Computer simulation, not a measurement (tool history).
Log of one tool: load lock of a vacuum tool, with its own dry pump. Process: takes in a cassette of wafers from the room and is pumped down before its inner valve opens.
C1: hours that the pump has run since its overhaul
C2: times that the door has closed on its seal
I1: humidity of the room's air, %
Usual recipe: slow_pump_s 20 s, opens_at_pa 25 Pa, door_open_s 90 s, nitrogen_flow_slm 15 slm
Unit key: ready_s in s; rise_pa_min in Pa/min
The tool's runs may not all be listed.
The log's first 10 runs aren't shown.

{"hour": 3619.5, "done": "door's seal changed, seat wiped"}
{"run": 11, "hour": 3626.8, "slow_pump_s": 20, "opens_at_pa": 25, "door_open_s": 90, "nitrogen_flow_slm": 11, "C1": 8534, "C2": 22, "I1": 43.4, "ready_s": 29.4, "rise_pa_min": 0.034}
{"run": 12, "hour": 3921.5, "slow_pump_s": 20, "opens_at_pa": 25, "door_open_s": 90, "nitrogen_flow_slm": 11, "C1": 8828, "C2": 931, "I1": 44.8, "ready_s": 30.0, "rise_pa_min": 0.048}
{"run": 13, "hour": 4277.4, "slow_pump_s": 20, "opens_at_pa": 25, "door_open_s": 90, "nitrogen_flow_slm": 15, "C1": 9184, "C2": 2029, "I1": 46.9, "ready_s": 30.5, "rise_pa_min": 0.041}
{"run": 14, "hour": 4706.8, "slow_pump_s": 20, "opens_at_pa": 25, "door_open_s": 90, "nitrogen_flow_slm": 15, "C1": 9614, "C2": 3353, "I1": 43.9, "ready_s": 30.3, "rise_pa_min": 0.044}
{"run": 15, "hour": 5118.9, "slow_pump_s": 20, "opens_at_pa": 25, "door_open_s": 90, "nitrogen_flow_slm": 15, "C1": 10026, "C2": 4624, "I1": 43.0, "ready_s": 30.5, "rise_pa_min": 0.046}
{"run": 16, "hour": 5544.5, "slow_pump_s": 20, "opens_at_pa": 25, "door_open_s": 90, "nitrogen_flow_slm": 15, "C1": 10451, "C2": 5937, "I1": 40.0, "ready_s": 30.9, "rise_pa_min": 0.055}
{"run": 17, "hour": 5906.8, "slow_pump_s": 24, "opens_at_pa": 35, "door_open_s": 90, "nitrogen_flow_slm": 9, "C1": 10814, "C2": 7054, "I1": 45.3, "ready_s": 33.2, "rise_pa_min": 0.069}
{"run": 18, "hour": 6321.5, "slow_pump_s": 20, "opens_at_pa": 49, "door_open_s": 90, "nitrogen_flow_slm": 41, "C1": 11228, "C2": 8333, "I1": 42.0, "ready_s": 29.1, "rise_pa_min": 0.048}
{"run": 19, "hour": 6756.1, "slow_pump_s": 12, "opens_at_pa": 33, "door_open_s": 161, "nitrogen_flow_slm": 19, "C1": 11663, "C2": 9673, "I1": 46.0, "ready_s": 23.1, "rise_pa_min": 0.072}
{"run": 20, "hour": 7130.3, "slow_pump_s": 20, "opens_at_pa": 25, "door_open_s": 90, "nitrogen_flow_slm": 5, "C1": 12037, "C2": 10827, "I1": 40.6, "ready_s": 30.8, "rise_pa_min": 0.082}

Predict the results of run 21:
{"run": 21, "hour": 7409.0, "slow_pump_s": 20, "opens_at_pa": 25, "door_open_s": 57, "nitrogen_flow_slm": 8, "C1": 12316, "C2": 11687, "I1": 44.7, "ready_s": "?", "rise_pa_min": "?"}

ready_s: 30.3 s
rise_pa_min: 0.086 Pa/min
Minus the tool's unlogged condition, the same run would have read ready_s 27.8 s, rise_pa_min 0.036 Pa/min.
